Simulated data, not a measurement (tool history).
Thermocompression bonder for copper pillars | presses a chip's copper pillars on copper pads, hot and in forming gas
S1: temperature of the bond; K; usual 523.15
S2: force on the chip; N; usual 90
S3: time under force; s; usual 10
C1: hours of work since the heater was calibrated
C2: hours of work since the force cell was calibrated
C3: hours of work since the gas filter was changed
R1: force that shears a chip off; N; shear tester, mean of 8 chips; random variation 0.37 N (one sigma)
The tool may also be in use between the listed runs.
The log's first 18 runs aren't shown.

Run 19, hour 187: usual settings but S3 6 s; C1 162; C2 172; C3 109. Result: R1 32.5 N.
Run 20, hour 200.7: usual settings but S3 6 s; C1 168; C2 177; C3 115. Result: R1 33.6 N.
Run 21, hour 208.2: usual settings but S1 539.15 K; C1 171; C2 180; C3 118. Result: R1 50.7 N.
Run 22, hour 216.2: usual settings but S1 517.15 K, S2 107 N, S3 7 s; C1 174; C2 184; C3 121. Result: R1 38.1 N.
Run 23, hour 229.3: usual settings but S1 519.15 K, S2 107 N, S3 9 s; C1 179; C2 189; C3 127. Result: R1 42.8 N.
Run 24, hour 236.8: usual settings but S1 518.15 K, S2 68 N, S3 14 s; C1 183; C2 192; C3 130. Result: R1 31.6 N.
Run 25, hour 248.2: usual settings but S1 526.15 K, S2 80 N, S3 23 s; C1 187; C2 197; C3 134. Result: R1 51.4 N.
Run 26, hour 258.3: usual settings but S2 117 N; C1 191; C2 201; C3 138. Result: R1 51.6 N.
Run 27, hour 270.2: usual settings but S2 117 N; C1 196; C2 206; C3 143. Result: R1 52.3 N.
Run 28, hour 282.7: usual settings but S2 117 N; C1 201; C2 211; C3 148. Result: R1 51.8 N.
Run 29, hour 296.8: usual settings but S1 547.15 K, S2 106 N; C1 207; C2 216; C3 154. Result: R1 63.3 N.
Run 30, hour 306.6: usual settings but S1 547.15 K, S2 82 N, S3 25 s; C1 211; C2 220; C3 158. Result: R1 70.2 N.
Run 31, hour 312.8: usual settings but S1 496.15 K, S2 128 N, S3 8 s; C1 213; C2 223; C3 160. Result: R1 33.5 N.
Run 32, hour 318.6: usual settings but S1 542.15 K, S2 70 N; C1 216; C2 225; C3 163. Result: R1 41.3 N.
Run 33, hour 330.3: usual settings but S1 543.15 K, S2 70 N, S3 29 s; C1 221; C2 230; C3 168. Result: R1 60.8 N.
Run 34, hour 337.6: usual settings but S1 543.15 K, S2 70 N, S3 29 s; C1 224; C2 233; C3 171. Result: R1 61.1 N.
Run 35, hour 347.6: usual settings but S1 519.15 K, S2 100 N; C1 228; C2 237; C3 175. Result: R1 42 N.
Run 36, hour 360.2: usual settings but S1 519.15 K, S2 100 N; C1 233; C2 242; C3 180. Result: R1 41.3 N.
Run 37, hour 367.2: usual settings but S1 519.15 K, S2 100 N; C1 236; C2 245; C3 183. Result: R1 41.9 N.
Run 38, hour 374.3: usual settings but S1 520.15 K, S2 62 N; C1 238; C2 248; C3 185. Result: R1 25.4 N.
Run 39, hour 387.3: usual settings but S2 75 N, S3 22 s; C1 244; C2 253; C3 191. Result: R1 44.6 N.
Run 40, hour 394.9: usual settings but S2 75 N, S3 22 s; C1 247; C2 256; C3 194. Result: R1 44.9 N.
Run 41, hour 403.4: usual settings but S2 119 N, S3 23 s; C1 250; C2 260; C3 197. Result: R1 67.3 N.

Forecast each of these 3 alternatives for the next run:
Run A, hour 412.6: usual settings but S1 549.15 K, S2 119 N, S3 26 s; C1 254; C2 264; C3 201. Result: R1 ?.
Run B, hour 412.6: usual settings but S1 497.15 K, S2 75 N, S3 17 s; C1 254; C2 264; C3 201. Result: R1 ?.
Run C, hour 412.6: usual settings but S1 549.15 K, S2 110 N, S3 30 s; C1 254; C2 264; C3 201. Result: R1 ?.

run    R1
  A    88
  B  25.9
  C  87.1
Without the tool's hidden state the same runs would have given:
run    R1
  A  91.7
  B  28.1
  C  90.8

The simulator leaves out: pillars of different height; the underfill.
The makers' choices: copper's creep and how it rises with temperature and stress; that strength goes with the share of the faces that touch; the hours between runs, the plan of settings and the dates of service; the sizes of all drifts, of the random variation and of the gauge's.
